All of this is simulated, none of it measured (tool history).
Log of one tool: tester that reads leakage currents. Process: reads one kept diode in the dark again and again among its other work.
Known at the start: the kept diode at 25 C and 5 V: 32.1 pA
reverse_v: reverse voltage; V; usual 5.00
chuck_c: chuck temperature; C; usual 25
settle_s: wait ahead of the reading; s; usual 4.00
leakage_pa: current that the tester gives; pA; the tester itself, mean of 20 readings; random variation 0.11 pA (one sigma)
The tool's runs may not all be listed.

run 1 hour=0.0 | reverse_v=5.00 chuck_c=25 settle_s=4.00 | leakage_pa=37.59
run 2 hour=35.2 | reverse_v=5.00 chuck_c=25 settle_s=4.00 | leakage_pa=38.10
run 3 hour=55.3 | reverse_v=5.00 chuck_c=25 settle_s=4.00 | leakage_pa=38.16
run 4 hour=81.8 | reverse_v=5.00 chuck_c=25 settle_s=4.00 | leakage_pa=38.21
run 5 hour=102.1 | reverse_v=11.24 chuck_c=25 settle_s=4.00 | leakage_pa=63.26
run 6 hour=137.8 | reverse_v=11.24 chuck_c=25 settle_s=4.00 | leakage_pa=63.46
run 7 hour=170.1 | reverse_v=5.00 chuck_c=58 settle_s=4.00 | leakage_pa=577.97
run 8 hour=207.2 | reverse_v=5.00 chuck_c=58 settle_s=4.00 | leakage_pa=579.75
run 9 hour=245.3 | reverse_v=5.00 chuck_c=58 settle_s=4.00 | leakage_pa=582.13
-- hour=250.4 chuck's temperature calibrated
run 10 hour=282.6 | reverse_v=5.00 chuck_c=58 settle_s=4.00 | leakage_pa=595.43
run 11 hour=304.6 | reverse_v=5.00 chuck_c=58 settle_s=4.00 | leakage_pa=595.28
run 12 hour=323.8 | reverse_v=5.00 chuck_c=58 settle_s=4.00 | leakage_pa=597.56
run 13 hour=353.5 | reverse_v=5.00 chuck_c=58 settle_s=4.00 | leakage_pa=600.16
-- hour=359.5 chuck's temperature calibrated, once more
run 14 hour=384.5 | reverse_v=5.08 chuck_c=25 settle_s=4.00 | leakage_pa=38.13
run 15 hour=402.4 | reverse_v=4.59 chuck_c=26 settle_s=0.97 | leakage_pa=39.53
run 16 hour=428.1 | reverse_v=14.58 chuck_c=25 settle_s=3.24 | leakage_pa=74.58
run 17 hour=461.6 | reverse_v=14.58 chuck_c=25 settle_s=3.24 | leakage_pa=74.86
run 18 hour=483.3 | reverse_v=16.32 chuck_c=32 settle_s=2.69 | leakage_pa=139.58
run 19 hour=513.7 | reverse_v=6.89 chuck_c=32 settle_s=2.94 | leakage_pa=83.81
run 20 hour=543.6 | reverse_v=6.89 chuck_c=32 settle_s=2.94 | leakage_pa=83.87
run 21 hour=562.2 | reverse_v=6.44 chuck_c=26 settle_s=1.52 | leakage_pa=49.96
run 22 hour=581.1 | reverse_v=6.44 chuck_c=26 settle_s=1.52 | leakage_pa=50.17
run 23 hour=613.5 | reverse_v=5.00 chuck_c=25 settle_s=1.44 | leakage_pa=39.71

Forecast run 24:
run 24 hour=658.0 | reverse_v=5.00 chuck_c=25 settle_s=1.44 | leakage_pa=?

{"run 24": {"leakage_pa": 40.28}}
Without the tool's hidden state the same run would have given leakage_pa 33.12 pA.
